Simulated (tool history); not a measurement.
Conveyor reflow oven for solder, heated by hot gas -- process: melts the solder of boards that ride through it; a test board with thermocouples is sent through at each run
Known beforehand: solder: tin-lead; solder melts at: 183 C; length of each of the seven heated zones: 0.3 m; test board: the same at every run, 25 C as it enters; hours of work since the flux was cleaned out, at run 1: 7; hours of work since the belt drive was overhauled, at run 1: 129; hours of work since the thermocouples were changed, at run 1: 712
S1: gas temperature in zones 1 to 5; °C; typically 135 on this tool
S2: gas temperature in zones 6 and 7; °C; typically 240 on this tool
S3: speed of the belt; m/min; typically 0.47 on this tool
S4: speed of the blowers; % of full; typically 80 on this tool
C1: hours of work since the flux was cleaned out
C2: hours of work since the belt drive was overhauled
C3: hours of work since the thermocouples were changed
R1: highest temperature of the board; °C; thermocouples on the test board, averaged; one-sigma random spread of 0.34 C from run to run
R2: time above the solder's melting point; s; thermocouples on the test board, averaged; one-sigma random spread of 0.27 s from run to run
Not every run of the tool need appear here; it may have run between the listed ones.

run 1 hour=0 | S1=135 S2=240 S3=0.47 S4=80 | C1=7 C2=129 C3=712 | R1=223.5 R2=61.4
run 2 hour=40.5 | S1=135 S2=240 S3=0.47 S4=80 | C1=39 C2=161 C3=744 | R1=223.6 R2=60.7
run 3 hour=84.5 | S1=135 S2=240 S3=0.47 S4=80 | C1=74 C2=195 C3=779 | R1=222.5 R2=60.9
-- hour=99.7 thermocouples of zones 6 and 7 changed
run 4 hour=128.8 | S1=135 S2=240 S3=0.47 S4=80 | C1=107 C2=228 C3=23 | R1=221.7 R2=59.6
run 5 hour=176.5 | S1=135 S2=240 S3=0.47 S4=64 | C1=144 C2=266 C3=60 | R1=217.7 R2=55.8
run 6 hour=217 | S1=135 S2=240 S3=0.47 S4=64 | C1=176 C2=298 C3=92 | R1=216.5 R2=55.7
run 7 hour=276.3 | S1=135 S2=240 S3=0.47 S4=64 | C1=223 C2=345 C3=139 | R1=216.7 R2=55.4
run 8 hour=313.6 | S1=135 S2=240 S3=0.47 S4=72 | C1=252 C2=374 C3=168 | R1=218.8 R2=56.7
run 9 hour=341.7 | S1=135 S2=231 S3=0.47 S4=80 | C1=274 C2=396 C3=191 | R1=211.6 R2=52.4
run 10 hour=385.5 | S1=135 S2=231 S3=0.47 S4=80 | C1=309 C2=431 C3=225 | R1=211.8 R2=52
run 11 hour=421.9 | S1=135 S2=240 S3=0.424 S4=80 | C1=338 C2=459 C3=254 | R1=223.1 R2=66.9
run 12 hour=452.6 | S1=135 S2=240 S3=0.507 S4=80 | C1=362 C2=483 C3=278 | R1=215.6 R2=51.1
-- hour=470.9 flux residue cleaned out of gas plates and filters
run 13 hour=512.6 | S1=135 S2=240 S3=0.507 S4=80 | C1=33 C2=527 C3=321 | R1=221.1 R2=54.3
run 14 hour=572.7 | S1=135 S2=240 S3=0.507 S4=80 | C1=80 C2=574 C3=369 | R1=220.3 R2=54.3
run 15 hour=597.8 | S1=135 S2=240 S3=0.507 S4=80 | C1=100 C2=594 C3=388 | R1=219.5 R2=54
run 16 hour=637.8 | S1=135 S2=240 S3=0.507 S4=80 | C1=131 C2=625 C3=420 | R1=219.8 R2=53.4
run 17 hour=689.1 | S1=145 S2=240 S3=0.42 S4=80 | C1=172 C2=666 C3=460 | R1=227.4 R2=75.7
-- hour=744.7 belt drive overhauled, speed set with a stopwatch
run 18 hour=748.8 | S1=132 S2=233 S3=0.427 S4=60 | C1=216 C2=3 C3=504 | R1=213.4 R2=56.7
run 19 hour=783.2 | S1=137 S2=240 S3=0.47 S4=80 | C1=243 C2=30 C3=531 | R1=221.7 R2=59.6
run 20 hour=818.8 | S1=140 S2=234 S3=0.497 S4=59 | C1=271 C2=58 C3=559 | R1=209.4 R2=46.5
run 21 hour=858.7 | S1=135 S2=240 S3=0.499 S4=84 | C1=302 C2=90 C3=591 | R1=218.3 R2=53.2
run 22 hour=887 | S1=135 S2=240 S3=0.499 S4=84 | C1=324 C2=112 C3=613 | R1=217.9 R2=53.2
run 23 hour=931.5 | S1=149 S2=241 S3=0.504 S4=88 | C1=360 C2=147 C3=648 | R1=222.5 R2=60.6
-- hour=953.2 flux residue cleaned out of gas plates and filters
run 24 hour=974.2 | S1=144 S2=254 S3=0.404 S4=80 | C1=17 C2=177 C3=678 | R1=242.8 R2=86.3
run 25 hour=1029 | S1=144 S2=254 S3=0.404 S4=80 | C1=60 C2=220 C3=721 | R1=242 R2=86
run 26 hour=1073 | S1=135 S2=239 S3=0.47 S4=80 | C1=94 C2=255 C3=755 | R1=221.4 R2=60.1
run 27 hour=1104.3 | S1=122 S2=245 S3=0.393 S4=58 | C1=119 C2=279 C3=780 | R1=225.8 R2=69.8
-- hour=1119.5 thermocouples of zones 6 and 7 changed
run 28 hour=1165 | S1=121 S2=245 S3=0.393 S4=61 | C1=165 C2=325 C3=36 | R1=225.6 R2=70.2
run 29 hour=1191.1 | S1=121 S2=245 S3=0.393 S4=61 | C1=186 C2=346 C3=56 | R1=225.3 R2=70
run 30 hour=1237 | S1=121 S2=245 S3=0.393 S4=61 | C1=222 C2=382 C3=93 | R1=225.5 R2=69.4

Run by run, hidden condition taken away, random variation retained:
Hidden state at play: heat that the gas passes to the board, % of a clean oven's; belt's true speed, % of the reading; true gas temperature in zones 6 and 7 over the reading, C; drift of the gauge itself on peak_c, C; drift of the gauge itself on liquid_s, %.
run=1 R1=223.1 R2=61
run=2 R1=223.5 R2=60.6
run=3 R1=222.7 R2=60.9
run=4 R1=223.4 R2=60.7
run=5 R1=219.5 R2=57.3
run=6 R1=218.7 R2=57.5
run=7 R1=219.2 R2=57.6
run=8 R1=221.8 R2=59
run=9 R1=214.8 R2=55.6
run=10 R1=215.2 R2=55.5
run=11 R1=226.6 R2=69.4
run=12 R1=220.3 R2=54.8
run=13 R1=221.1 R2=53.9
run=14 R1=220.9 R2=54.3
run=15 R1=220.2 R2=54.2
run=16 R1=220.9 R2=53.8
run=17 R1=228.4 R2=75.6
run=18 R1=215.1 R2=58.8
run=19 R1=224.1 R2=61.7
run=20 R1=211.8 R2=49.4
run=21 R1=221.7 R2=56
run=22 R1=221.7 R2=56.3
run=23 R1=226.2 R2=63.1
run=24 R1=242.4 R2=85.9
run=25 R1=241.9 R2=85.6
run=26 R1=221.9 R2=60.4
run=27 R1=226.2 R2=70
run=28 R1=227.3 R2=71.3
run=29 R1=227.2 R2=71.3
run=30 R1=227.6 R2=71

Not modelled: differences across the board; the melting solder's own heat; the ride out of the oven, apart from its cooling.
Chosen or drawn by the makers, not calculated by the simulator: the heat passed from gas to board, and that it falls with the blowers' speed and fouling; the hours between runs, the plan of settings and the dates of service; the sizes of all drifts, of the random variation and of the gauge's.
